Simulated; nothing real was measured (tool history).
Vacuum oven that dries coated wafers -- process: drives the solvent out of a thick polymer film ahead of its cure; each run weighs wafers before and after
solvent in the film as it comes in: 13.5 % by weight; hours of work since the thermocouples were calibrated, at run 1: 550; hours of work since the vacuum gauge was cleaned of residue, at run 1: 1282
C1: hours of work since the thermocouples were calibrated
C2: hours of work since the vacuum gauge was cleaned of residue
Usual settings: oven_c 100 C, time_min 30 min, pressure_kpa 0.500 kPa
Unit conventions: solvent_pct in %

{"run": 1, "hour": 0.0, "oven_c": 100, "time_min": 30, "pressure_kpa": 0.5, "C1": 550, "C2": 1282, "solvent_pct": 1.5}
{"run": 2, "hour": 70.0, "oven_c": 100, "time_min": 30, "pressure_kpa": 0.5, "C1": 586, "C2": 1318, "solvent_pct": 1.52}
{"run": 3, "hour": 111.3, "oven_c": 100, "time_min": 29, "pressure_kpa": 0.5, "C1": 607, "C2": 1339, "solvent_pct": 1.49}
{"run": 4, "hour": 155.1, "oven_c": 100, "time_min": 30, "pressure_kpa": 0.5, "C1": 630, "C2": 1362, "solvent_pct": 1.52}
{"run": 5, "hour": 234.4, "oven_c": 100, "time_min": 26, "pressure_kpa": 0.5, "C1": 671, "C2": 1402, "solvent_pct": 1.81}
{"run": 6, "hour": 287.9, "oven_c": 100, "time_min": 26, "pressure_kpa": 0.5, "C1": 698, "C2": 1430, "solvent_pct": 1.85}
{"run": 7, "hour": 378.3, "oven_c": 100, "time_min": 26, "pressure_kpa": 0.5, "C1": 745, "C2": 1477, "solvent_pct": 1.79}
{"run": 8, "hour": 463.3, "oven_c": 100, "time_min": 30, "pressure_kpa": 0.476, "C1": 789, "C2": 1520, "solvent_pct": 1.4}
{"run": 9, "hour": 543.2, "oven_c": 100, "time_min": 30, "pressure_kpa": 0.476, "C1": 830, "C2": 1561, "solvent_pct": 1.52}
{"run": 10, "hour": 611.0, "oven_c": 100, "time_min": 30, "pressure_kpa": 0.806, "C1": 865, "C2": 1596, "solvent_pct": 1.92}
{"run": 11, "hour": 681.4, "oven_c": 100, "time_min": 30, "pressure_kpa": 0.806, "C1": 901, "C2": 1633, "solvent_pct": 1.74}
{"hour": 760.6, "done": "oven's thermocouples calibrated"}
{"run": 12, "hour": 765.7, "oven_c": 100, "time_min": 30, "pressure_kpa": 0.806, "C1": 3, "C2": 1675, "solvent_pct": 1.72}
{"run": 13, "hour": 865.0, "oven_c": 100, "time_min": 30, "pressure_kpa": 0.806, "C1": 54, "C2": 1726, "solvent_pct": 1.73}
{"run": 14, "hour": 961.7, "oven_c": 100, "time_min": 30, "pressure_kpa": 0.806, "C1": 104, "C2": 1776, "solvent_pct": 1.71}
{"run": 15, "hour": 1053.7, "oven_c": 100, "time_min": 30, "pressure_kpa": 0.5, "C1": 151, "C2": 1823, "solvent_pct": 1.47}
{"run": 16, "hour": 1117.6, "oven_c": 100, "time_min": 30, "pressure_kpa": 0.5, "C1": 184, "C2": 1856, "solvent_pct": 1.45}
{"run": 17, "hour": 1179.0, "oven_c": 100, "time_min": 30, "pressure_kpa": 0.5, "C1": 216, "C2": 1888, "solvent_pct": 1.47}
{"run": 18, "hour": 1272.2, "oven_c": 100, "time_min": 30, "pressure_kpa": 0.317, "C1": 264, "C2": 1936, "solvent_pct": 1.28}
{"run": 19, "hour": 1341.6, "oven_c": 100, "time_min": 30, "pressure_kpa": 0.5, "C1": 299, "C2": 1972, "solvent_pct": 1.46}
{"run": 20, "hour": 1385.4, "oven_c": 100, "time_min": 30, "pressure_kpa": 0.5, "C1": 322, "C2": 1994, "solvent_pct": 1.52}
{"run": 21, "hour": 1454.8, "oven_c": 100, "time_min": 30, "pressure_kpa": 0.5, "C1": 358, "C2": 2030, "solvent_pct": 1.43}
{"run": 22, "hour": 1527.5, "oven_c": 100, "time_min": 30, "pressure_kpa": 0.5, "C1": 395, "C2": 2068, "solvent_pct": 1.57}
{"run": 23, "hour": 1587.0, "oven_c": 100, "time_min": 30, "pressure_kpa": 0.5, "C1": 426, "C2": 2098, "solvent_pct": 1.49}
{"run": 24, "hour": 1649.0, "oven_c": 100, "time_min": 30, "pressure_kpa": 0.5, "C1": 458, "C2": 2130, "solvent_pct": 1.56}
{"run": 25, "hour": 1701.6, "oven_c": 110, "time_min": 30, "pressure_kpa": 0.256, "C1": 485, "C2": 2157, "solvent_pct": 0.69}
{"hour": 1751.8, "done": "vacuum gauge cleaned of residue and calibrated"}
{"run": 26, "hour": 1779.0, "oven_c": 110, "time_min": 30, "pressure_kpa": 0.256, "C1": 524, "C2": 14, "solvent_pct": 0.31}
{"run": 27, "hour": 1850.7, "oven_c": 99, "time_min": 47, "pressure_kpa": 0.257, "C1": 561, "C2": 51, "solvent_pct": 0.4}
{"run": 28, "hour": 1934.3, "oven_c": 99, "time_min": 47, "pressure_kpa": 0.257, "C1": 604, "C2": 94, "solvent_pct": 0.46}
{"run": 29, "hour": 1983.4, "oven_c": 99, "time_min": 47, "pressure_kpa": 0.257, "C1": 629, "C2": 119, "solvent_pct": 0.35}
{"run": 30, "hour": 2033.4, "oven_c": 99, "time_min": 26, "pressure_kpa": 1.375, "C1": 655, "C2": 145, "solvent_pct": 2.39}
{"run": 31, "hour": 2105.1, "oven_c": 99, "time_min": 26, "pressure_kpa": 1.375, "C1": 692, "C2": 182, "solvent_pct": 2.36}
{"run": 32, "hour": 2170.0, "oven_c": 113, "time_min": 30, "pressure_kpa": 1.375, "C1": 725, "C2": 215, "solvent_pct": 0.96}
{"run": 33, "hour": 2249.3, "oven_c": 111, "time_min": 42, "pressure_kpa": 0.607, "C1": 766, "C2": 256, "solvent_pct": 0.46}
{"run": 34, "hour": 2290.9, "oven_c": 111, "time_min": 42, "pressure_kpa": 0.607, "C1": 788, "C2": 278, "solvent_pct": 0.46}
{"run": 35, "hour": 2336.7, "oven_c": 92, "time_min": 42, "pressure_kpa": 0.359, "C1": 811, "C2": 301, "solvent_pct": 1.21}
{"run": 36, "hour": 2424.6, "oven_c": 92, "time_min": 42, "pressure_kpa": 0.359, "C1": 856, "C2": 347, "solvent_pct": 1.23}
{"run": 37, "hour": 2492.2, "oven_c": 92, "time_min": 42, "pressure_kpa": 1.987, "C1": 891, "C2": 381, "solvent_pct": 3.27}
{"run": 38, "hour": 2548.4, "oven_c": 104, "time_min": 40, "pressure_kpa": 0.716, "C1": 920, "C2": 410, "solvent_pct": 0.76}
{"hour": 2594.2, "done": "oven's thermocouples calibrated"}
{"run": 39, "hour": 2644.4, "oven_c": 100, "time_min": 23, "pressure_kpa": 0.5, "C1": 26, "C2": 459, "solvent_pct": 1.78}
{"run": 40, "hour": 2725.1, "oven_c": 105, "time_min": 24, "pressure_kpa": 0.5, "C1": 67, "C2": 500, "solvent_pct": 1.13}
{"run": 41, "hour": 2800.9, "oven_c": 100, "time_min": 19, "pressure_kpa": 0.363, "C1": 106, "C2": 539, "solvent_pct": 2.3}
{"run": 42, "hour": 2890.7, "oven_c": 85, "time_min": 37, "pressure_kpa": 0.363, "C1": 153, "C2": 586, "solvent_pct": 2.62}
{"run": 43, "hour": 2948.3, "oven_c": 101, "time_min": 37, "pressure_kpa": 0.578, "C1": 182, "C2": 615, "solvent_pct": 0.98}
{"run": 44, "hour": 3027.4, "oven_c": 115, "time_min": 48, "pressure_kpa": 1.185, "C1": 223, "C2": 656, "solvent_pct": 0.76}
{"run": 45, "hour": 3101.6, "oven_c": 102, "time_min": 32, "pressure_kpa": 1.025, "C1": 261, "C2": 694, "solvent_pct": 1.48}
{"run": 46, "hour": 3166.3, "oven_c": 98, "time_min": 26, "pressure_kpa": 0.271, "C1": 295, "C2": 728, "solvent_pct": 1.63}

What if the next run were any one of these 5? Each begins from the tool's condition after run 46:
{"run": "A", "hour": 3239.6, "oven_c": 112, "time_min": 45, "pressure_kpa": 1.973, "C1": 332, "C2": 765, "solvent_pct": "?"}
{"run": "B", "hour": 3239.6, "oven_c": 114, "time_min": 53, "pressure_kpa": 0.5, "C1": 332, "C2": 765, "solvent_pct": "?"}
{"run": "C", "hour": 3239.6, "oven_c": 108, "time_min": 30, "pressure_kpa": 0.5, "C1": 332, "C2": 765, "solvent_pct": "?"}
{"run": "D", "hour": 3239.6, "oven_c": 92, "time_min": 31, "pressure_kpa": 1.025, "C1": 332, "C2": 765, "solvent_pct": "?"}
{"run": "E", "hour": 3239.6, "oven_c": 108, "time_min": 26, "pressure_kpa": 0.271, "C1": 332, "C2": 765, "solvent_pct": "?"}

run=A solvent_pct=1.24
run=B solvent_pct=0.32
run=C solvent_pct=0.71
run=D solvent_pct=2.87
run=E solvent_pct=0.71
Had the tool no hidden state, the same runs would have come out as:
run=A solvent_pct=1.10
run=B solvent_pct=0.22
run=C solvent_pct=0.55
run=D solvent_pct=2.53
run=E solvent_pct=0.55
